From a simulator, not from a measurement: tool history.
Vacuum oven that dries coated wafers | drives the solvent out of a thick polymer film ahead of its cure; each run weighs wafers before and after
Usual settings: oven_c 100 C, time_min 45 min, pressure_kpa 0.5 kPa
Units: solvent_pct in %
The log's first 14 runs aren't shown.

run,hour,oven_c,time_min,pressure_kpa,hours of work since the thermocouples were calibrated,hours of work since the vacuum gauge was cleaned of residue,solvent_pct
15,613.2,100,45,0.5,301,1043,1.13
16,647.7,99,45,0.5,320,1062,1.32
17,707.9,99,45,0.5,354,1096,1.31
18,754.1,100,75,0.5,380,1122,0.34
19,787.3,100,75,0.5,398,1141,0.34
20,850.6,87,45,0.5,434,1176,4.56
21,891.1,100,45,0.5,457,1199,1.15
22,946.6,100,66,0.5,488,1230,0.46
23,1004,102,45,0.5,520,1262,0.85
24,1037.2,94,45,1.118,539,1281,2.58
25,1078.2,103,45,0.713,562,1304,0.78
# hour 1084: vacuum gauge cleaned of residue and calibrated
26,1134.1,95,30,1.694,592,28,4.43
# hour 1183.5: vacuum gauge cleaned of residue and calibrated, once more
27,1187.4,95,26,1.19,621,2,4.93
28,1235,106,79,0.901,648,29,0.2
29,1273.5,106,79,0.901,670,51,0.22
30,1323.7,102,47,0.5,698,79,0.66
31,1361.2,100,37,0.891,719,100,1.71
32,1407.2,100,37,0.891,745,126,1.74
33,1445.1,100,23,0.891,766,147,3.87
34,1475.5,115,50,0.891,783,164,0.18

Forecast run 35:
35,1517.6,113,36,0.8,807,188,?

solvent_pct: 0.27 %
Without the tool's hidden state the same run would have given solvent_pct 0.31 %.
